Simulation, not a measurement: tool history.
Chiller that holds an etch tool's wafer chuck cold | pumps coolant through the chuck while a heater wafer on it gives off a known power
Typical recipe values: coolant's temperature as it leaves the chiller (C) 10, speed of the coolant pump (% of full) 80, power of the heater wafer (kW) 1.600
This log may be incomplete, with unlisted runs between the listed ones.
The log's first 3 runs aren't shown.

run    hour  coolant's temperature as it leaves the chiller (C)  speed of the coolant pump (% of full)  power of the heater wafer (kW)  chuck's temperature once it has settled (C)  how much warmer the coolant comes back (C)
      306.8  -- chiller's thermometer calibrated
  4   387.2                                                  10                                     80                           1.600                                         24.0                                        4.24
  5   526.9                                                  10                                     80                           1.600                                         24.1                                        4.32
      631.2  -- coolant changed, channels flushed
  6   719.4                                                  10                                     80                           1.600                                         21.0                                        4.30
  7   885.3                                                  10                                     80                           1.600                                         21.1                                        4.31
  8  1037.6                                                  10                                     80                           1.600                                         21.3                                        4.40
  9  1146.6                                                  10                                     80                           1.300                                         19.4                                        3.50
 10  1262.8                                                  10                                     80                           1.300                                         19.2                                        3.50
 11  1457.1                                                   4                                     80                           1.600                                         15.5                                        4.37
 12  1647.0                                                   4                                     80                           1.600                                         15.6                                        4.36
 13  1755.3                                                  10                                     80                           1.600                                         21.4                                        4.39
 14  1869.8                                                  10                                     80                           1.600                                         21.7                                        4.39
 15  2054.7                                                  10                                     80                           1.044                                         17.7                                        2.90
 16  2208.6                                                   0                                     80                           1.600                                         11.5                                        4.41
 17  2380.2                                                  17                                     88                           1.643                                         28.3                                        4.12
 18  2468.4                                                  18                                     61                           1.878                                         34.3                                        6.91
 19  2575.7                                                  18                                     61                           1.878                                         34.5                                        6.98
 20  2730.4                                                  18                                     61                           1.878                                         34.5                                        6.99
 21  2893.9                                                  11                                     67                           1.891                                         26.7                                        6.44
 22  3065.7                                                   6                                     74                           0.943                                         13.6                                        2.93

Run 23 is up next; what results do you expect?
 23  3169.2                                                   6                                     74                           0.943                                            ?                                           ?

For run 23 the tool returned chuck's temperature once it has settled (C) 13.5, how much warmer the coolant comes back (C) 2.86.
Had the tool carried no hidden state, the very same run would have given chuck's temperature once it has settled (C) 12.4, how much warmer the coolant comes back (C) 2.46.
